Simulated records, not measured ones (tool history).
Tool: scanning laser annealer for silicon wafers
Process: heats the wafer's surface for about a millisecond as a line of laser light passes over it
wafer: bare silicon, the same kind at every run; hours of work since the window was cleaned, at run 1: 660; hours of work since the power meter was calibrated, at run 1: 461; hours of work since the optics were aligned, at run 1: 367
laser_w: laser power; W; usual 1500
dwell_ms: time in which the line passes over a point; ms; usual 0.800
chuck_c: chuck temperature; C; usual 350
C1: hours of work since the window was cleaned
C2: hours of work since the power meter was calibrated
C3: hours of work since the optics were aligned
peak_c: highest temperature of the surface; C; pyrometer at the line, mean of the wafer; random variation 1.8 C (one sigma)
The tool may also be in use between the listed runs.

run 1 hour=0.0 | laser_w=1500 dwell_ms=0.800 chuck_c=350 | C1=660 C2=461 C3=367 | peak_c=1063
run 2 hour=58.8 | laser_w=1500 dwell_ms=0.717 chuck_c=350 | C1=686 C2=486 C3=392 | peak_c=1029
run 3 hour=84.3 | laser_w=1500 dwell_ms=0.800 chuck_c=341 | C1=697 C2=497 C3=403 | peak_c=1054
run 4 hour=123.6 | laser_w=1500 dwell_ms=0.800 chuck_c=341 | C1=713 C2=514 C3=420 | peak_c=1051
run 5 hour=154.3 | laser_w=1500 dwell_ms=0.800 chuck_c=350 | C1=727 C2=528 C3=433 | peak_c=1061
run 6 hour=178.3 | laser_w=1500 dwell_ms=0.800 chuck_c=350 | C1=737 C2=538 C3=443 | peak_c=1060
run 7 hour=236.6 | laser_w=1500 dwell_ms=0.800 chuck_c=350 | C1=762 C2=563 C3=469 | peak_c=1059
-- hour=287.9 window over the wafer cleaned
run 8 hour=293.1 | laser_w=1500 dwell_ms=0.607 chuck_c=350 | C1=2 C2=587 C3=492 | peak_c=986
run 9 hour=321.4 | laser_w=1500 dwell_ms=0.784 chuck_c=350 | C1=14 C2=599 C3=504 | peak_c=1062
run 10 hour=365.7 | laser_w=1558 dwell_ms=0.784 chuck_c=350 | C1=34 C2=618 C3=523 | peak_c=1092
run 11 hour=413.3 | laser_w=1428 dwell_ms=0.587 chuck_c=333 | C1=54 C2=638 C3=544 | peak_c=922
run 12 hour=460.9 | laser_w=1500 dwell_ms=0.941 chuck_c=339 | C1=75 C2=659 C3=565 | peak_c=1111
run 13 hour=515.7 | laser_w=1293 dwell_ms=0.816 chuck_c=345 | C1=98 C2=683 C3=588 | peak_c=952
run 14 hour=541.7 | laser_w=1293 dwell_ms=0.816 chuck_c=345 | C1=109 C2=694 C3=599 | peak_c=957
run 15 hour=587.9 | laser_w=1618 dwell_ms=0.812 chuck_c=389 | C1=129 C2=714 C3=619 | peak_c=1172

Measured less the same run without the tool's hidden state. The same run-to-run variation is in both; the gauge's scatter may not be:
The hidden state here: light that passes the window, % of a clean one's; laser's true power over the reading, %; width of the line over the set one, %; drift of the gauge itself on peak_c, C.
run=1 peak_c=-19
run=2 peak_c=-19
run=3 peak_c=-21
run=4 peak_c=-21
run=5 peak_c=-22
run=6 peak_c=-22
run=7 peak_c=-22
run=8 peak_c=-12
run=9 peak_c=-15
run=10 peak_c=-15
run=11 peak_c=-12
run=12 peak_c=-18
run=13 peak_c=-15
run=14 peak_c=-15
run=15 peak_c=-20

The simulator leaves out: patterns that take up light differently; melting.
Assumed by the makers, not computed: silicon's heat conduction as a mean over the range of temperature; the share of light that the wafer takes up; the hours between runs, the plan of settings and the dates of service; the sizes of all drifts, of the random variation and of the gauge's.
